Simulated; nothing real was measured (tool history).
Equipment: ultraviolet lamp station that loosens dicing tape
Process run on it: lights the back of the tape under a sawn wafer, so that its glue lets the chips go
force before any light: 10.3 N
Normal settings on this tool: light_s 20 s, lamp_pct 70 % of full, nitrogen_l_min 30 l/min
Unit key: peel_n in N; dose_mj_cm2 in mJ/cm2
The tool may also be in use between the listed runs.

| run | hour | light_s | lamp_pct | nitrogen_l_min | peel_n | dose_mj_cm2 |
|---|---|---|---|---|---|---|
| 1 | 0.0 | 20 | 70 | 30 | 1.592 | 469 |
|  | 26.5 | lamp changed |
| 2 | 41.8 | 20 | 70 | 30 | 1.591 | 471 |
| 3 | 74.1 | 20 | 70 | 30 | 1.561 | 470 |
| 4 | 115.1 | 20 | 70 | 30 | 1.600 | 474 |
| 5 | 167.5 | 20 | 70 | 30 | 1.621 | 465 |
| 6 | 213.3 | 20 | 70 | 23 | 1.846 | 471 |
|  | 222.5 | window cleaned of glue's vapour |
| 7 | 264.4 | 20 | 70 | 23 | 1.864 | 462 |
| 8 | 325.3 | 29 | 70 | 23 | 0.965 | 676 |
| 9 | 386.6 | 11 | 72 | 22 | 3.880 | 268 |
| 10 | 427.1 | 14 | 62 | 22 | 3.622 | 293 |
| 11 | 457.7 | 21 | 84 | 28 | 1.055 | 599 |
| 12 | 523.9 | 19 | 88 | 10 | 2.239 | 562 |
| 13 | 570.5 | 19 | 88 | 10 | 2.356 | 561 |
| 14 | 622.8 | 20 | 64 | 10 | 3.167 | 429 |

Branching from run 14: 5 alternative next runs. What would each branch give?
| A | 686.4 | 20 | 91 | 52 | ? | ? |
| B | 686.4 | 20 | 64 | 11 | ? | ? |
| C | 686.4 | 30 | 94 | 29 | ? | ? |
| D | 686.4 | 20 | 73 | 37 | ? | ? |
| E | 686.4 | 16 | 80 | 57 | ? | ? |

| run | peel_n | dose_mj_cm2 |
|---|---|---|
| A | 0.681 | 606 |
| B | 2.992 | 429 |
| C | 0.394 | 941 |
| D | 1.322 | 488 |
| E | 1.291 | 429 |
Stripped of hidden state, with their random variation kept, the same runs would have yielded:
| run | peel_n | dose_mj_cm2 |
|---|---|---|
| A | 0.679 | 606 |
| B | 2.988 | 430 |
| C | 0.394 | 942 |
| D | 1.319 | 488 |
| E | 1.288 | 429 |
